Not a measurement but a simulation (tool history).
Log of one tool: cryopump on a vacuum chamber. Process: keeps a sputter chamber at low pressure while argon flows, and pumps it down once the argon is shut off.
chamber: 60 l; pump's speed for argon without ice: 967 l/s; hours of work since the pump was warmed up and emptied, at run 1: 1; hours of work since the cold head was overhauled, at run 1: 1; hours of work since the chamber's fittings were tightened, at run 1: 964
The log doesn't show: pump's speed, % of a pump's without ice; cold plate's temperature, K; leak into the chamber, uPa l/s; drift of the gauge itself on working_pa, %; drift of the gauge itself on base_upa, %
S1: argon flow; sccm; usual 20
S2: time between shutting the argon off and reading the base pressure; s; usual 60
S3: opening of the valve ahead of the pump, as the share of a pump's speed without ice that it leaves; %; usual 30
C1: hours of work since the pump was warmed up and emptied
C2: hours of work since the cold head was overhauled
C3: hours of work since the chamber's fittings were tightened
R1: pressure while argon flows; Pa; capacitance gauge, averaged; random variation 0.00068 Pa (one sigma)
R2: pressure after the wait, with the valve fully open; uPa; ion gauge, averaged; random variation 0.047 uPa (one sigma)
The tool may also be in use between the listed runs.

run	hour	S1	S2	S3	C1	C2	C3	R1	R2
1	0	20	60	30	1	1	964	0.1159	3.74
2	27.9	20	235	30	25	25	988	0.1181	1.98
3	53.3	20	60	30	47	47	1010	0.1178	3.86
4	89.5	20	60	30	78	78	1041	0.1191	3.98
5	118.8	20	60	30	104	104	1066	0.1199	4.09
6	146	20	60	53	127	127	1090	0.0692	4
7	171	20	60	30	149	149	1111	0.1214	4.06
8	205.3	20	60	30	178	178	1141	0.1224	4.07
9	224.7	20	60	30	195	195	1157	0.1242	4.18
10	254.8	20	60	30	221	221	1183	0.1247	4.33
11	281.9	37	109	44	244	244	1207	0.1627	3.23
12	304.6	37	34	17	263	263	1226	0.3993	6.4
13	323.9	12	60	56	280	280	1243	0.0432	4.42
14	355.5	20	231	41	307	307	1270	0.098	2.67
# hour 389.6: pump warmed up, emptied and cooled again
15	392.5	20	231	41	2	335	1297	0.0865	2.2
16	425.4	14	50	30	31	363	1326	0.0823	4.7
17	458.5	11	121	30	59	392	1354	0.0648	2.91
18	495.2	32	43	23	91	423	1386	0.2485	5.29
19	528.5	32	43	23	120	452	1414	0.2492	5.41

How the hidden state differs across the entries between the runs, from the last listed run before each to the first after it:
Between runs 14 and 15: pump warmed up, emptied and cooled again (hour 389.6)
  pump's speed, % of a pump's without ice: 75.4 -> 99.5; leak into the chamber, uPa l/s: 1474 -> 1500
  measured less the result without the state, R1: +0.0116 -> +0.0003 Pa; R2: +1.71 -> +1.24 uPa
